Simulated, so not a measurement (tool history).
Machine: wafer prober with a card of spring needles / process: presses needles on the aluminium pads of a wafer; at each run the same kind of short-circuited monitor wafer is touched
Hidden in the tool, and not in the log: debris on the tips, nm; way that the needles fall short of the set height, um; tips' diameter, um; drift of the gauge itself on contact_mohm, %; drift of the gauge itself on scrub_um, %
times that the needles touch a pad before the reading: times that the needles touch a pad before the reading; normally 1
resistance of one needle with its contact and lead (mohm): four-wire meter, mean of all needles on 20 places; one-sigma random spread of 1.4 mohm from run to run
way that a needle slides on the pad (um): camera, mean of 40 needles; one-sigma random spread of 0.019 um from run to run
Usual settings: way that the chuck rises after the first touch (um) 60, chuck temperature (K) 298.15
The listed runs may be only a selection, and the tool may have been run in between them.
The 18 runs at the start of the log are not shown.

| run | day | way that the chuck rises after the first touch (um) | chuck temperature (K) | times that the needles touch a pad before the reading | touches since the tips were cleaned | cleanings since the card got new needles | touches since the first contact's height was set | resistance of one needle with its contact and lead (mohm) | way that a needle slides on the pad (um) |
|---|---|---|---|---|---|---|---|---|---|
|  | 15.825 | tips cleaned on abrasive film |
| 19 | 15.825 | 76 | 373.15 | 1 | 20 | 35 | 50089 | 130 | 18.94 |
| 20 | 16.508 | 42 | 373.15 | 2 | 3982 | 35 | 54051 | 257 | 10.4 |
| 21 | 17.125 | 42 | 373.15 | 2 | 7589 | 35 | 57658 | 302 | 10.39 |
|  | 17.396 | tips cleaned on abrasive film |
| 22 | 17.95 | 60 | 326.15 | 2 | 3229 | 36 | 62425 | 182 | 14.9 |
| 23 | 18.883 | 42 | 395.15 | 1 | 8663 | 36 | 67859 | 427 | 10.37 |
|  | 18.971 | tips cleaned on abrasive film |
|  | 19.233 | height of the first contact set anew |
| 24 | 19.529 | 66 | 298.15 | 3 | 3183 | 37 | 1742 | 146 | 16.61 |
| 25 | 20.258 | 63 | 298.15 | 3 | 7422 | 37 | 5981 | 169 | 15.82 |
|  | 20.546 | tips cleaned on abrasive film |
| 26 | 21.292 | 65 | 365.15 | 1 | 4328 | 38 | 11963 | 227 | 16.36 |
| 27 | 21.817 | 48 | 364.15 | 2 | 7391 | 38 | 15026 | 262 | 12.06 |
|  | 22.154 | tips cleaned on abrasive film |
| 28 | 22.608 | 70 | 336.15 | 1 | 2642 | 39 | 19607 | 181 | 17.54 |
| 29 | 23.242 | 70 | 336.15 | 1 | 6332 | 39 | 23297 | 223 | 17.56 |
|  | 23.729 | tips cleaned on abrasive film |
| 30 | 23.912 | 70 | 336.15 | 1 | 1068 | 40 | 27188 | 159 | 17.53 |
| 31 | 24.592 | 47 | 314.15 | 3 | 5024 | 40 | 31144 | 204 | 11.74 |
|  | 25.342 | tips cleaned on abrasive film |
| 32 | 25.358 | 42 | 329.15 | 1 | 104 | 41 | 35592 | 153 | 10.49 |
| 33 | 26.183 | 76 | 329.15 | 1 | 4890 | 41 | 40378 | 195 | 19 |

4 options for the next run, each taken on its own from the tool as it stands now. Forecast them:
|  | 26.929 | tips cleaned on abrasive film |
| A | 27.317 | 76 | 329.15 | 1 | 2265 | 42 | 46964 | ? | ? |
|  | 26.929 | tips cleaned on abrasive film |
| B | 27.317 | 59 | 356.15 | 3 | 2265 | 42 | 46964 | ? | ? |
|  | 26.929 | tips cleaned on abrasive film |
| C | 27.317 | 76 | 332.15 | 2 | 2265 | 42 | 46964 | ? | ? |
|  | 26.929 | tips cleaned on abrasive film |
| D | 27.317 | 76 | 332.15 | 1 | 2265 | 42 | 46964 | ? | ? |

| run | resistance of one needle with its contact and lead (mohm) | way that a needle slides on the pad (um) |
|---|---|---|
| A | 173 | 19.01 |
| B | 153 | 14.7 |
| C | 150 | 19 |
| D | 168 | 18.99 |
Without the tool's unlogged condition, the same runs would have read:
| run | resistance of one needle with its contact and lead (mohm) | way that a needle slides on the pad (um) |
|---|---|---|
| A | 118 | 19.15 |
| B | 123 | 14.85 |
| C | 117 | 19.15 |
| D | 115 | 19.14 |
